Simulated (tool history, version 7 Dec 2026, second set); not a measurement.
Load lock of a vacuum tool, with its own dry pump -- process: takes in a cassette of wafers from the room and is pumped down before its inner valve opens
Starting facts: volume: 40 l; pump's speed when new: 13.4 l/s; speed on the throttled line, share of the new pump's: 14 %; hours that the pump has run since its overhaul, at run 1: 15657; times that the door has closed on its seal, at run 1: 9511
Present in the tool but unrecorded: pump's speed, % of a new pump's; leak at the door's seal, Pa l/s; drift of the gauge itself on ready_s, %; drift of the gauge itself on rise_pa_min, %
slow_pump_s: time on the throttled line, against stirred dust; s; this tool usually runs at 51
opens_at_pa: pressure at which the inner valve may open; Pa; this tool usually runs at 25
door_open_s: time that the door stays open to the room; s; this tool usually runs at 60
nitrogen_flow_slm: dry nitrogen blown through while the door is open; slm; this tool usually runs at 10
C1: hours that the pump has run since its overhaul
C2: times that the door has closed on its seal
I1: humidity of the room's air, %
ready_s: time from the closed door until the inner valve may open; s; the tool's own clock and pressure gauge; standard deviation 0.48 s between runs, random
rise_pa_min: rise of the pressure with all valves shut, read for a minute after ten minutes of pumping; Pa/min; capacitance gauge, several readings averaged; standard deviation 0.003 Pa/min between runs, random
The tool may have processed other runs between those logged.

Run 1, hour 0: usual settings; C1 15657; C2 9511; I1 46. Result: ready_s 70.3 s, rise_pa_min 0.117 Pa/min.
Run 2, hour 518.1: usual settings; C1 16175; C2 10827; I1 45.8. Result: ready_s 71.7 s, rise_pa_min 0.147 Pa/min.
Run 3, hour 1020.9: usual settings; C1 16678; C2 12105; I1 46.4. Result: ready_s 72.5 s, rise_pa_min 0.175 Pa/min.
Run 4, hour 1357.2: usual settings; C1 17014; C2 12959; I1 45.8. Result: ready_s 73.2 s, rise_pa_min 0.189 Pa/min.
Run 5, hour 1845.5: usual settings but nitrogen_flow_slm 28 slm; C1 17503; C2 14200; I1 42.8. Result: ready_s 72.6 s, rise_pa_min 0.213 Pa/min.
At hour 2230.1: dry pump taken out, an overhauled one fitted.
Run 6, hour 2242.8: usual settings but nitrogen_flow_slm 28 slm; C1 13; C2 15194; I1 42.8. Result: ready_s 70.2 s, rise_pa_min 0.227 Pa/min.
Run 7, hour 2615: usual settings but nitrogen_flow_slm 12 slm; C1 385; C2 16140; I1 44.8. Result: ready_s 68.5 s, rise_pa_min 0.257 Pa/min.
Run 8, hour 3031.2: usual settings but nitrogen_flow_slm 31 slm; C1 801; C2 17197; I1 42.5. Result: ready_s 69.6 s, rise_pa_min 0.287 Pa/min.
Run 9, hour 3471.4: usual settings but nitrogen_flow_slm 18 slm; C1 1241; C2 18316; I1 46.8. Result: ready_s 69.1 s, rise_pa_min 0.318 Pa/min.
Run 10, hour 3855.6: usual settings but nitrogen_flow_slm 18 slm; C1 1626; C2 19292; I1 45. Result: ready_s 69.5 s, rise_pa_min 0.34 Pa/min.
Run 11, hour 4283.4: usual settings but door_open_s 47 s, nitrogen_flow_slm 18 slm; C1 2053; C2 20379; I1 43.6. Result: ready_s 69.5 s, rise_pa_min 0.38 Pa/min.
Run 12, hour 4580.8: usual settings but door_open_s 47 s, nitrogen_flow_slm 18 slm; C1 2351; C2 21135; I1 44.1. Result: ready_s 69.7 s, rise_pa_min 0.401 Pa/min.
Run 13, hour 4892.2: usual settings but opens_at_pa 24 Pa, door_open_s 76 s, nitrogen_flow_slm 9 slm; C1 2662; C2 21926; I1 45.8. Result: ready_s 68.7 s, rise_pa_min 0.435 Pa/min.
Run 14, hour 5429.3: usual settings but opens_at_pa 24 Pa, door_open_s 76 s, nitrogen_flow_slm 9 slm; C1 3199; C2 23291; I1 46.2. Result: ready_s 70.3 s, rise_pa_min 0.478 Pa/min.
Run 15, hour 5738.1: usual settings but slow_pump_s 66 s; C1 3508; C2 24076; I1 45.5. Result: ready_s 82.5 s, rise_pa_min 0.507 Pa/min.
Run 16, hour 6235.1: usual settings but slow_pump_s 66 s, opens_at_pa 33 Pa; C1 4005; C2 25338; I1 50.9. Result: ready_s 81.1 s, rise_pa_min 0.559 Pa/min.
Run 17, hour 6469: usual settings but slow_pump_s 27 s, nitrogen_flow_slm 7 slm; C1 4239; C2 25933; I1 44.9. Result: ready_s 49.8 s, rise_pa_min 0.579 Pa/min.
At hour 6540.8: door's seal changed, seat wiped.
Run 18, hour 6799.2: usual settings but slow_pump_s 34 s, opens_at_pa 36 Pa, door_open_s 234 s; C1 4568; C2 657; I1 45.6. Result: ready_s 54.2 s, rise_pa_min 0.043 Pa/min.
Run 19, hour 7311.6: usual settings but slow_pump_s 34 s, opens_at_pa 36 Pa, door_open_s 234 s; C1 5080; C2 1959; I1 47.2. Result: ready_s 54.1 s, rise_pa_min 0.059 Pa/min.

Forecast run 20:
Run 20, hour 7883.2: usual settings but slow_pump_s 34 s, opens_at_pa 36 Pa, door_open_s 234 s; C1 5652; C2 3411; I1 45. Result: ready_s ?, rise_pa_min ?.

{"run 20": {"ready_s": 54.9, "rise_pa_min": 0.075}}
Minus the tool's unlogged condition, the same run would have read ready_s 53.7 s, rise_pa_min 0.044 Pa/min.

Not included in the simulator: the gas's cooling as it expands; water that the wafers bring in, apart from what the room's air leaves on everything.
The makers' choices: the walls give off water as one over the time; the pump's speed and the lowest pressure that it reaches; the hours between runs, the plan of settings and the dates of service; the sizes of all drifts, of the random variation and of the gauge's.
